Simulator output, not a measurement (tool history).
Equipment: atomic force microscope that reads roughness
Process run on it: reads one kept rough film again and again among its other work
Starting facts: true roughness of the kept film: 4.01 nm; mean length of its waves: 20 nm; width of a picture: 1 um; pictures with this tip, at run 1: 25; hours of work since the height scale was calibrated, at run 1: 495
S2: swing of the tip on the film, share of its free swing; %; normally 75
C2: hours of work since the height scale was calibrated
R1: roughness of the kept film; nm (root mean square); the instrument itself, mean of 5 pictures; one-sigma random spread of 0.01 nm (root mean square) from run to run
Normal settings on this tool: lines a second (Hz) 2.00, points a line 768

Run 1, hour 0.0: usual settings; pictures with this tip 25; C2 495. Result: R1 2.055 nm (root mean square).
Run 2, hour 10.8: usual settings; pictures with this tip 39; C2 502. Result: R1 1.886 nm (root mean square).
Run 3, hour 25.4: usual settings but lines a second (Hz) 1.22; pictures with this tip 58; C2 512. Result: R1 1.828 nm (root mean square).
Run 4, hour 45.1: usual settings but lines a second (Hz) 1.22; pictures with this tip 84; C2 524. Result: R1 1.586 nm (root mean square).
Run 5, hour 56.6: usual settings but lines a second (Hz) 1.22; pictures with this tip 99; C2 532. Result: R1 1.477 nm (root mean square).
Run 6, hour 72.4: usual settings but lines a second (Hz) 1.22; pictures with this tip 120; C2 542. Result: R1 1.368 nm (root mean square).
At hour 79.6: new tip fitted.
Run 7, hour 92.7: usual settings but S2 58 %; pictures with this tip 17; C2 555. Result: R1 2.320 nm (root mean square).
Run 8, hour 112.0: usual settings but S2 58 %; pictures with this tip 42; C2 567. Result: R1 2.000 nm (root mean square).
Run 9, hour 128.5: usual settings but S2 58 %; pictures with this tip 64; C2 578. Result: R1 1.790 nm (root mean square).
Run 10, hour 142.7: usual settings but S2 58 %; pictures with this tip 82; C2 587. Result: R1 1.626 nm (root mean square).
Run 11, hour 163.7: usual settings but S2 58 %; pictures with this tip 110; C2 600. Result: R1 1.437 nm (root mean square).
At hour 178.1: new tip fitted.
Run 12, hour 184.0: usual settings but S2 59 %; pictures with this tip 7; C2 613. Result: R1 2.515 nm (root mean square).
Run 13, hour 195.6: usual settings but lines a second (Hz) 0.51; pictures with this tip 22; C2 621. Result: R1 2.356 nm (root mean square).
Run 14, hour 209.7: usual settings but lines a second (Hz) 0.51; pictures with this tip 41; C2 630. Result: R1 2.111 nm (root mean square).
Run 15, hour 224.7: usual settings but points a line 296; pictures with this tip 60; C2 639. Result: R1 1.620 nm (root mean square).
Run 16, hour 244.6: usual settings but lines a second (Hz) 1.80, S2 72 %, points a line 561; pictures with this tip 86; C2 652. Result: R1 1.514 nm (root mean square).
Run 17, hour 255.7: usual settings but lines a second (Hz) 1.80, S2 72 %, points a line 561; pictures with this tip 101; C2 659. Result: R1 1.424 nm (root mean square).
Run 18, hour 271.8: usual settings but lines a second (Hz) 1.80, S2 72 %, points a line 561; pictures with this tip 121; C2 670. Result: R1 1.309 nm (root mean square).
At hour 278.3: new tip fitted.
Run 19, hour 285.8: usual settings but lines a second (Hz) 1.80, S2 72 %, points a line 561; pictures with this tip 10; C2 678. Result: R1 2.323 nm (root mean square).
Run 20, hour 297.9: usual settings but lines a second (Hz) 1.80, S2 72 %, points a line 561; pictures with this tip 26; C2 686. Result: R1 2.107 nm (root mean square).
Run 21, hour 319.6: usual settings but lines a second (Hz) 1.80, S2 58 %, points a line 561; pictures with this tip 54; C2 700. Result: R1 1.917 nm (root mean square).
Run 22, hour 340.2: usual settings but points a line 691; pictures with this tip 81; C2 714. Result: R1 1.490 nm (root mean square).
Run 23, hour 350.8: usual settings but lines a second (Hz) 1.58, S2 61 %; pictures with this tip 94; C2 720. Result: R1 1.584 nm (root mean square).
Run 24, hour 365.8: usual settings but lines a second (Hz) 1.58, S2 61 %; pictures with this tip 114; C2 730. Result: R1 1.453 nm (root mean square).
At hour 377.9: new tip fitted.
Run 25, hour 382.6: usual settings but lines a second (Hz) 2.99, S2 83 %, points a line 597; pictures with this tip 6; C2 741. Result: R1 1.926 nm (root mean square).
Run 26, hour 394.7: usual settings but lines a second (Hz) 2.99, S2 78 %, points a line 601; pictures with this tip 22; C2 748. Result: R1 1.852 nm (root mean square).
Run 27, hour 411.6: usual settings but lines a second (Hz) 2.99, S2 78 %, points a line 601; pictures with this tip 44; C2 759. Result: R1 1.642 nm (root mean square).
Run 28, hour 430.5: usual settings but lines a second (Hz) 0.65, S2 78 %, points a line 601; pictures with this tip 68; C2 771. Result: R1 1.782 nm (root mean square).

Predict each of these 4 candidate next runs independently; none follows another, all start after run 28:
Run A, hour 440.7: usual settings but S2 58 %, points a line 271; pictures with this tip 82; C2 778. Result: R1 ?.
Run B, hour 440.7: usual settings but lines a second (Hz) 0.65, S2 78 %, points a line 862; pictures with this tip 82; C2 778. Result: R1 ?.
Run C, hour 440.7: usual settings but lines a second (Hz) 0.92, S2 58 %, points a line 556; pictures with this tip 82; C2 778. Result: R1 ?.
Run D, hour 440.7: usual settings but lines a second (Hz) 1.40, S2 68 %, points a line 909; pictures with this tip 82; C2 778. Result: R1 ?.

run     R1
  A  1.631
  B  1.670
  C  1.733
  D  1.649
With no hidden state in the tool, these same runs would have given:
run     R1
  A  2.606
  B  2.674
  C  2.770
  D  2.635
